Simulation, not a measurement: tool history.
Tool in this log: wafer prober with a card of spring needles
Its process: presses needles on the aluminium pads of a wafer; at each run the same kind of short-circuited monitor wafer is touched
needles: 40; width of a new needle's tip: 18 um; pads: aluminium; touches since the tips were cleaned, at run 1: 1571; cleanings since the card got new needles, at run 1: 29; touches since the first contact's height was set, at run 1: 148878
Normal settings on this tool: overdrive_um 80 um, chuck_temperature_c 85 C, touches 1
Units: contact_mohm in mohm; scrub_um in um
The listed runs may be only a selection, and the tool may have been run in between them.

| run | hour | overdrive_um | chuck_temperature_c | touches | touches since the tips were cleaned | cleanings since the card got new needles | touches since the first contact's height was set | contact_mohm | scrub_um |
|---|---|---|---|---|---|---|---|---|---|
| 1 | 0.0 | 80 | 85 | 1 | 1571 | 29 | 148878 | 228 | 17.17 |
|  | 6.6 | tips cleaned on abrasive film |
|  | 18.3 | tips cleaned on abrasive film |
| 2 | 20.4 | 80 | 85 | 1 | 1041 | 31 | 158974 | 227 | 17.08 |
|  | 28.7 | tips cleaned on abrasive film |
| 3 | 34.4 | 80 | 85 | 1 | 2819 | 32 | 165918 | 230 | 17.19 |
|  | 39.7 | tips cleaned on abrasive film |
|  | 50.0 | tips cleaned on abrasive film |
|  | 60.1 | tips cleaned on abrasive film |
| 4 | 62.0 | 80 | 85 | 1 | 928 | 35 | 179560 | 234 | 17.11 |
|  | 70.5 | tips cleaned on abrasive film |
|  | 82.0 | tips cleaned on abrasive film |
| 5 | 82.9 | 80 | 85 | 1 | 428 | 37 | 189909 | 233 | 17.17 |
|  | 92.9 | tips cleaned on abrasive film |
| 6 | 96.4 | 80 | 85 | 1 | 1735 | 38 | 196628 | 231 | 17.04 |
|  | 103.1 | tips cleaned on abrasive film |
| 7 | 112.5 | 80 | 85 | 1 | 4671 | 39 | 204600 | 230 | 17.15 |
|  | 114.8 | tips cleaned on abrasive film |
|  | 125.8 | tips cleaned on abrasive film |
|  | 135.7 | tips cleaned on abrasive film |
| 8 | 142.4 | 80 | 85 | 1 | 3321 | 42 | 219401 | 230 | 17.22 |
|  | 146.9 | tips cleaned on abrasive film |
|  | 157.6 | tips cleaned on abrasive film |
| 9 | 164.5 | 80 | 85 | 1 | 3483 | 44 | 230396 | 230 | 17.08 |
|  | 168.9 | tips cleaned on abrasive film |
|  | 178.6 | tips cleaned on abrasive film |
| 10 | 184.8 | 80 | 85 | 1 | 3084 | 46 | 240424 | 228 | 17.18 |
|  | 189.4 | tips cleaned on abrasive film |
|  | 198.5 | height of the first contact set anew |
|  | 201.0 | tips cleaned on abrasive film |
| 11 | 206.2 | 80 | 85 | 1 | 2577 | 48 | 3782 | 229 | 17.20 |
|  | 211.1 | tips cleaned on abrasive film |
| 12 | 219.7 | 80 | 85 | 1 | 4320 | 49 | 10513 | 230 | 17.18 |
|  | 222.2 | tips cleaned on abrasive film |
|  | 232.5 | tips cleaned on abrasive film |
| 13 | 236.0 | 80 | 85 | 1 | 1759 | 51 | 18566 | 232 | 17.10 |
|  | 242.5 | tips cleaned on abrasive film |
|  | 253.3 | tips cleaned on abrasive film |
|  | 264.1 | tips cleaned on abrasive film |
| 14 | 265.4 | 67 | 85 | 1 | 649 | 54 | 33114 | 234 | 14.48 |
|  | 275.5 | tips cleaned on abrasive film |
|  | 286.5 | tips cleaned on abrasive film |
| 15 | 287.6 | 87 | 85 | 1 | 569 | 56 | 44114 | 231 | 18.76 |
|  | 296.3 | tips cleaned on abrasive film |
|  | 307.6 | tips cleaned on abrasive film |
| 16 | 310.3 | 87 | 85 | 1 | 1321 | 58 | 55331 | 228 | 18.64 |
|  | 318.7 | tips cleaned on abrasive film |
|  | 329.8 | tips cleaned on abrasive film |
| 17 | 333.9 | 74 | 76 | 3 | 2044 | 60 | 67029 | 228 | 15.85 |
|  | 339.8 | tips cleaned on abrasive film |
|  | 350.2 | tips cleaned on abrasive film |
| 18 | 359.5 | 74 | 76 | 3 | 4676 | 62 | 79744 | 227 | 15.93 |
|  | 361.5 | tips cleaned on abrasive film |
|  | 372.2 | tips cleaned on abrasive film |
| 19 | 377.1 | 74 | 76 | 3 | 2467 | 64 | 88463 | 226 | 15.84 |
|  | 382.1 | tips cleaned on abrasive film |
|  | 392.3 | tips cleaned on abrasive film |
| 20 | 396.0 | 99 | 86 | 1 | 1840 | 66 | 97764 | 228 | 21.19 |
|  | 402.9 | tips cleaned on abrasive film |
|  | 414.6 | tips cleaned on abrasive film |
| 21 | 420.4 | 80 | 29 | 1 | 2887 | 68 | 109878 | 215 | 17.20 |
|  | 426.2 | tips cleaned on abrasive film |
|  | 437.6 | tips cleaned on abrasive film |
|  | 448.3 | tips cleaned on abrasive film |
| 22 | 448.3 | 91 | 85 | 2 | 0 | 71 | 123706 | 227 | 19.39 |
|  | 458.2 | tips cleaned on abrasive film |
|  | 470.3 | tips cleaned on abrasive film |
| 23 | 478.2 | 80 | 67 | 1 | 3947 | 73 | 138528 | 225 | 17.20 |
|  | 481.6 | tips cleaned on abrasive film |
|  | 492.0 | tips cleaned on abrasive film |
| 24 | 496.2 | 80 | 67 | 1 | 2072 | 75 | 147425 | 227 | 17.20 |
|  | 503.4 | tips cleaned on abrasive film |
|  | 513.2 | tips cleaned on abrasive film |
| 25 | 516.6 | 80 | 94 | 1 | 1702 | 77 | 157527 | 232 | 17.22 |
|  | 523.1 | tips cleaned on abrasive film |
|  | 533.2 | tips cleaned on abrasive film |
| 26 | 536.6 | 80 | 36 | 1 | 1718 | 79 | 167427 | 218 | 17.14 |
|  | 545.0 | tips cleaned on abrasive film |
|  | 555.2 | tips cleaned on abrasive film |
| 27 | 560.2 | 80 | 76 | 1 | 2531 | 81 | 179146 | 229 | 17.07 |
|  | 565.8 | tips cleaned on abrasive film |
|  | 575.8 | tips cleaned on abrasive film |
|  | 586.0 | tips cleaned on abrasive film |
| 28 | 587.4 | 80 | 41 | 1 | 698 | 84 | 192598 | 221 | 17.14 |
|  | 597.5 | tips cleaned on abrasive film |
|  | 608.5 | tips cleaned on abrasive film |
| 29 | 617.6 | 79 | 66 | 1 | 4538 | 86 | 207580 | 227 | 17.01 |
|  | 619.6 | tips cleaned on abrasive film |
|  | 631.6 | tips cleaned on abrasive film |
| 30 | 638.5 | 79 | 66 | 1 | 3431 | 88 | 217930 | 224 | 16.85 |

Below are 4 alternative next runs, each starting from the tool's condition after run 30. Predict each:
|  | 643.4 | tips cleaned on abrasive film |
|  | 654.0 | tips cleaned on abrasive film |
|  | 664.0 | tips cleaned on abrasive film |
| A | 666.5 | 79 | 66 | 2 | 1250 | 91 | 231781 | ? | ? |
|  | 643.4 | tips cleaned on abrasive film |
|  | 654.0 | tips cleaned on abrasive film |
|  | 664.0 | tips cleaned on abrasive film |
| B | 666.5 | 79 | 35 | 1 | 1250 | 91 | 231781 | ? | ? |
|  | 643.4 | tips cleaned on abrasive film |
|  | 654.0 | tips cleaned on abrasive film |
|  | 664.0 | tips cleaned on abrasive film |
| C | 666.5 | 80 | 57 | 2 | 1250 | 91 | 231781 | ? | ? |
|  | 643.4 | tips cleaned on abrasive film |
|  | 654.0 | tips cleaned on abrasive film |
|  | 664.0 | tips cleaned on abrasive film |
| D | 666.5 | 74 | 85 | 2 | 1250 | 91 | 231781 | ? | ? |

| run | contact_mohm | scrub_um |
|---|---|---|
| A | 224 | 16.90 |
| B | 218 | 16.98 |
| C | 223 | 17.14 |
| D | 232 | 15.83 |
Had the tool no hidden state, the same runs would have come out as:
| run | contact_mohm | scrub_um |
|---|---|---|
| A | 224 | 16.93 |
| B | 218 | 17.02 |
| C | 223 | 17.17 |
| D | 232 | 15.86 |

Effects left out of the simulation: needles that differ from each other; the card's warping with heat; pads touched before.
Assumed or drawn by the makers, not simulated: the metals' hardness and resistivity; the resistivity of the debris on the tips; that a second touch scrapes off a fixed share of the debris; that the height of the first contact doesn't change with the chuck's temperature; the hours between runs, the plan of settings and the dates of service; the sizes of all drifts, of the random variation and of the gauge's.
